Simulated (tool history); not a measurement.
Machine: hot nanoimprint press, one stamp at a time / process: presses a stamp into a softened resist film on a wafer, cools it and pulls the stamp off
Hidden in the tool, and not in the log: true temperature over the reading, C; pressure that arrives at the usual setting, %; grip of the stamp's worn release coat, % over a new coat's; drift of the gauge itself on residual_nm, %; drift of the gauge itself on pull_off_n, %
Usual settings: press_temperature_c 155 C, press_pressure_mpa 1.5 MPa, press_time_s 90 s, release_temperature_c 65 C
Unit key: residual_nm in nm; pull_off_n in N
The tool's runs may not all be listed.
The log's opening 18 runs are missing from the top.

run   hour  press_temperature_c  press_pressure_mpa  press_time_s  release_temperature_c  hours of work since the thermocouple was calibrated  imprints on the stamp's release coat  hours of work since the press's seals were changed  residual_nm  pull_off_n
 19  483.8                  164                1.08            90                     65                                                  233                                  1022                                                 494        131.1         126
 20  504.8                  162                1.08           141                     65                                                  248                                  1117                                                 510        116.2         123
 21  530.9                  153                2.33           125                     52                                                  267                                  1234                                                 529          108         145
 22  549.6                  149                1.17           166                     72                                                  281                                  1318                                                 542        165.4         121
 23  581.5                  149                1.17           166                     72                                                  304                                  1462                                                 566        164.2         128
     603.9  -- stamp cleaned and given a new release coat
 24  604.2                  155                 1.5            90                     67                                                  317                                     2                                                 578        145.3         102
 25  631.1                  155                2.26           111                     53                                                  336                                   123                                                 598        109.2         114
 26  665.4                  154                2.26           111                     53                                                  361                                   278                                                 623        113.4         116
 27  688.3                  155                 1.5           133                     60                                                  378                                   381                                                 639        128.3         110
 28  721.1                  155                 1.5           133                     60                                                  402                                   529                                                 663        128.2         113
 29  741.4                  155                 1.5           133                     60                                                  417                                   620                                                 678        128.5         120
 30  760.9                  155                 1.5            67                     62                                                  431                                   708                                                 692        164.1         122

3 ways to go on from here, each from the tool as it stands after run 30. What would each give?
  A  794.2                  155                1.88            90                     65                                                  455                                   858                                                 717            ?           ?
  B  794.2                  155                1.68            90                     56                                                  455                                   858                                                 717            ?           ?
  C  794.2                  144                 1.5            90                     64                                                  455                                   858                                                 717            ?           ?

run  residual_nm  pull_off_n
  A        134.2         117
  B        142.9         127
  C        214.5         120
With no hidden state in the tool, these same runs would have given:
run  residual_nm  pull_off_n
  A        121.3          96
  B          130         104
  C          197          97
